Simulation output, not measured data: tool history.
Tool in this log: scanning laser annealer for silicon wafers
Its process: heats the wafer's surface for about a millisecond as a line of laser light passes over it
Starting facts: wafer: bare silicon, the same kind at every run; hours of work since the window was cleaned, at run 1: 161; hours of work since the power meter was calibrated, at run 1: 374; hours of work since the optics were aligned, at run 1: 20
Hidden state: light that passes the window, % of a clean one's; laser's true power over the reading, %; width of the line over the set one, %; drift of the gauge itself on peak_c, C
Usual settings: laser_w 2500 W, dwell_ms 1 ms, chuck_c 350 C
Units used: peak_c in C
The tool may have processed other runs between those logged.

run   hour  laser_w  dwell_ms  chuck_c  hours of work since the window was cleaned  hours of work since the power meter was calibrated  hours of work since the optics were aligned  peak_c
  1      0     2500         1      350                                         161                                                 374                                           20    1151
  2   33.2     2500         1      350                                         178                                                 391                                           37    1150
  3   56.7     2500         1      350                                         190                                                 402                                           48    1148
  4   87.3     2500         1      390                                         205                                                 418                                           64    1187
  5  117.5     2500         1      350                                         220                                                 433                                           79    1143
  6  137.5     2500      1.15      350                                         230                                                 443                                           89    1194
  7  164.4     2500      1.15      350                                         244                                                 457                                          103    1194
  8    187     2500      1.15      350                                         255                                                 468                                          114    1195
  9    204     2415      0.78      350                                         264                                                 477                                          123    1043
 10  218.7     2415      0.78      350                                         271                                                 484                                          130    1037

Forecast run 11:
 11  237.3     2343      1.01      345                                         281                                                 494                                          139       ?

{"run 11": {"peak_c": 1099}}
Minus the tool's unlogged condition, the same run would have read peak_c 1110 C.
